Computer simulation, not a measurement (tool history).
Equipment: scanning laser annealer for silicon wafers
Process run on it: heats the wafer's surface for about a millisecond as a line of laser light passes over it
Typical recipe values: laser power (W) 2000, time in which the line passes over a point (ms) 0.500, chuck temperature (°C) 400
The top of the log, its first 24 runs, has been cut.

| run | day | laser power (W) | time in which the line passes over a point (ms) | chuck temperature (°C) | highest temperature of the surface (°C) |
|---|---|---|---|---|---|
| 25 | 24.167 | 2000 | 0.500 | 431 | 1099 |
| 26 | 25.008 | 2000 | 0.536 | 400 | 1091 |
| 27 | 25.850 | 2000 | 0.496 | 363 | 1028 |
| 28 | 27.008 | 2000 | 0.496 | 363 | 1020 |
|  | 27.333 | optics aligned, line set to its width |
| 29 | 28.317 | 2000 | 0.496 | 363 | 1017 |
| 30 | 29.704 | 1725 | 0.353 | 418 | 872 |
| 31 | 30.558 | 2000 | 0.549 | 394 | 1074 |
|  | 31.425 | optics aligned, line set to its width, once more |
| 32 | 31.433 | 2000 | 0.549 | 394 | 1086 |
| 33 | 32.662 | 2000 | 0.549 | 394 | 1083 |
| 34 | 33.783 | 2000 | 0.549 | 394 | 1080 |
| 35 | 34.738 | 1722 | 0.528 | 379 | 931 |
| 36 | 35.667 | 2000 | 0.582 | 390 | 1092 |
|  | 36.488 | window over the wafer cleaned |
| 37 | 36.892 | 1835 | 0.576 | 400 | 1072 |
| 38 | 37.650 | 1974 | 0.397 | 423 | 1033 |
| 39 | 38.892 | 1990 | 0.531 | 400 | 1108 |

Here are 4 independent what-if runs from the current tool condition. What would each one return?
| A | 40.258 | 1769 | 0.500 | 400 | ? |
| B | 40.258 | 1845 | 0.500 | 370 | ? |
| C | 40.258 | 2120 | 0.359 | 400 | ? |
| D | 40.258 | 2000 | 0.586 | 400 | ? |

| run | highest temperature of the surface (°C) |
|---|---|
| A | 988 |
| B | 992 |
| C | 1027 |
| D | 1144 |
Take away the tool's hidden state, keep each run's random variation, and the runs would have read:
| run | highest temperature of the surface (°C) |
|---|---|
| A | 997 |
| B | 1002 |
| C | 1037 |
| D | 1156 |

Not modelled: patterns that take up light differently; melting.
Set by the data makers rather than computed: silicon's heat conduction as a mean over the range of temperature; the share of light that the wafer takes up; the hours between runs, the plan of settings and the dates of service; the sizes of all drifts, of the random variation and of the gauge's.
